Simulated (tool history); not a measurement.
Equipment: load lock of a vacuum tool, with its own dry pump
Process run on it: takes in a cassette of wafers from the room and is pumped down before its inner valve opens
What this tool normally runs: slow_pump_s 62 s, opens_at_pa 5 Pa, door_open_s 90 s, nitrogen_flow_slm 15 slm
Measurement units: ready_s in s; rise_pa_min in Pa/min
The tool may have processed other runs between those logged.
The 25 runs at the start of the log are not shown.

run,hour,slow_pump_s,opens_at_pa,door_open_s,nitrogen_flow_slm,"incoming humidity of the room's air, %",ready_s,rise_pa_min
26,4173.8,35,5,85,41,46.6,118.2,0.021
27,4282.8,35,7,32,5,47.4,114.8,0.020
28,4500.8,35,4,32,18,43.1,120.2,0.014
29,4680.8,39,10,27,44,46.5,114.6,0.010
30,4873.4,33,10,118,12,44.0,110.4,0.033
31,4984.0,51,5,90,15,47.2,131.6,0.027
32,5145.1,51,5,90,15,42.6,131.1,0.022
33,5290.0,117,5,148,15,44.8,183.5,0.033
34,5428.0,47,4,153,15,40.5,129.8,0.028
35,5625.5,53,9,157,17,47.1,128.0,0.026
36,5855.0,53,9,39,25,41.3,127.3,0.015

Alternative continuations, all from the tool just after run 36; predict every row:
A,5965.3,53,9,61,8,44.4,?,?
B,5965.3,120,9,39,25,42.3,?,?
C,5965.3,62,7,90,15,46.4,?,?
D,5965.3,59,4,89,15,48.6,?,?
E,5965.3,62,5,90,39,47.4,?,?

run,ready_s,rise_pa_min
A,127.8,0.026
B,180.3,0.012
C,136.9,0.030
D,139.8,0.026
E,140.6,0.018
With the hidden condition removed and each run's random variation left untouched, the same runs would have given:
run,ready_s,rise_pa_min
A,127.8,0.025
B,180.3,0.012
C,136.8,0.029
D,139.7,0.025
E,140.6,0.018
